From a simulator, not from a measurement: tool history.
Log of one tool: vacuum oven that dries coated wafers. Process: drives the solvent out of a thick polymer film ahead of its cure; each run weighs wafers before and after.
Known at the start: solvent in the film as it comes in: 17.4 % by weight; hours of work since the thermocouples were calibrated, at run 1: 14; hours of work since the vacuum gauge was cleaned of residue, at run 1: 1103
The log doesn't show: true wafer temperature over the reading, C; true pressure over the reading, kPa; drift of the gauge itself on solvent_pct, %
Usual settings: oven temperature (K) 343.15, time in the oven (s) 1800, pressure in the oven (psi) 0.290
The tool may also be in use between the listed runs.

| run | day | oven temperature (K) | time in the oven (s) | pressure in the oven (psi) | hours of work since the thermocouples were calibrated | hours of work since the vacuum gauge was cleaned of residue | solvent left in the film (%) |
|---|---|---|---|---|---|---|---|
| 1 | 0.000 | 343.15 | 1800 | 0.290 | 14 | 1103 | 5.07 |
| 2 | 2.996 | 329.15 | 1800 | 0.290 | 54 | 1143 | 10.04 |
| 3 | 5.979 | 329.15 | 1800 | 0.290 | 94 | 1183 | 9.98 |
| 4 | 8.017 | 343.15 | 1800 | 0.290 | 121 | 1210 | 5.03 |
| 5 | 10.692 | 343.15 | 1800 | 0.290 | 157 | 1246 | 5.04 |
| 6 | 13.662 | 343.15 | 1140 | 0.290 | 197 | 1286 | 7.17 |
| 7 | 16.267 | 343.15 | 1140 | 0.290 | 231 | 1320 | 7.08 |
| 8 | 18.142 | 343.15 | 1140 | 0.290 | 256 | 1345 | 7.12 |
| 9 | 20.646 | 338.15 | 1140 | 0.290 | 290 | 1379 | 8.69 |
| 10 | 23.121 | 338.15 | 1380 | 0.290 | 323 | 1412 | 8.02 |
| 11 | 26.250 | 338.15 | 1380 | 0.290 | 365 | 1453 | 8.10 |
| 12 | 27.775 | 331.15 | 1800 | 0.290 | 385 | 1474 | 9.33 |
| 13 | 30.692 | 331.15 | 1800 | 0.290 | 424 | 1513 | 9.33 |
| 14 | 33.112 | 331.15 | 1800 | 0.290 | 456 | 1545 | 9.39 |
| 15 | 35.383 | 331.15 | 1800 | 0.290 | 486 | 1575 | 9.47 |
| 16 | 36.750 | 331.15 | 1800 | 0.290 | 505 | 1593 | 9.26 |
| 17 | 39.875 | 331.15 | 1800 | 0.290 | 546 | 1635 | 9.42 |
| 18 | 41.904 | 331.15 | 1800 | 0.290 | 573 | 1662 | 9.31 |
| 19 | 45.029 | 331.15 | 2280 | 0.290 | 615 | 1704 | 8.44 |
| 20 | 46.567 | 343.15 | 1800 | 0.290 | 636 | 1724 | 4.95 |
| 21 | 49.333 | 343.15 | 2520 | 0.290 | 672 | 1761 | 3.62 |
| 22 | 52.092 | 343.15 | 2520 | 0.290 | 709 | 1798 | 3.59 |
| 23 | 54.079 | 345.15 | 1320 | 0.395 | 736 | 1825 | 6.01 |
| 24 | 56.488 | 345.15 | 1320 | 0.395 | 768 | 1857 | 6.12 |
| 25 | 57.883 | 345.15 | 1320 | 0.395 | 787 | 1875 | 6.08 |
| 26 | 59.967 | 329.15 | 2820 | 0.290 | 814 | 1903 | 8.22 |
| 27 | 62.288 | 354.15 | 1800 | 0.205 | 845 | 1934 | 1.70 |
| 28 | 63.579 | 343.15 | 1620 | 0.503 | 863 | 1951 | 6.36 |
|  | 65.250 | vacuum gauge cleaned of residue and calibrated |
| 29 | 65.867 | 343.15 | 1620 | 0.383 | 892 | 8 | 5.78 |
| 30 | 68.629 | 343.15 | 1620 | 0.383 | 929 | 45 | 5.93 |
| 31 | 70.229 | 343.15 | 1620 | 0.383 | 950 | 66 | 5.83 |
| 32 | 72.504 | 330.15 | 1800 | 1.120 | 981 | 97 | 13.60 |
| 33 | 74.733 | 336.15 | 1800 | 0.290 | 1010 | 126 | 7.78 |
| 34 | 77.179 | 349.15 | 2760 | 0.305 | 1043 | 159 | 1.94 |
| 35 | 79.062 | 329.15 | 1620 | 0.270 | 1068 | 184 | 10.31 |
| 36 | 81.146 | 329.15 | 1620 | 0.270 | 1096 | 212 | 10.34 |
| 37 | 83.021 | 347.15 | 1800 | 0.290 | 1121 | 237 | 3.67 |
| 38 | 84.500 | 347.15 | 1800 | 0.290 | 1141 | 257 | 3.69 |
| 39 | 87.238 | 343.15 | 1800 | 0.149 | 1177 | 293 | 4.38 |
| 40 | 88.812 | 349.15 | 1800 | 0.371 | 1198 | 314 | 3.33 |
| 41 | 90.542 | 349.15 | 1800 | 0.371 | 1221 | 337 | 3.21 |
| 42 | 92.404 | 343.15 | 1080 | 0.402 | 1246 | 362 | 7.78 |
| 43 | 94.133 | 331.15 | 1800 | 0.290 | 1269 | 385 | 9.40 |

Forecast each of these 4 alternatives for the next run:
| A | 97.075 | 343.15 | 2940 | 0.290 | 1308 | 424 | ? |
| B | 97.075 | 357.15 | 1800 | 0.290 | 1308 | 424 | ? |
| C | 97.075 | 343.15 | 2100 | 0.399 | 1308 | 424 | ? |
| D | 97.075 | 341.15 | 1800 | 0.290 | 1308 | 424 | ? |

| run | solvent left in the film (%) |
|---|---|
| A | 2.90 |
| B | 1.37 |
| C | 4.66 |
| D | 5.58 |
Without the tool's hidden state the same runs would have given:
| run | solvent left in the film (%) |
|---|---|
| A | 2.89 |
| B | 1.36 |
| C | 4.64 |
| D | 5.56 |
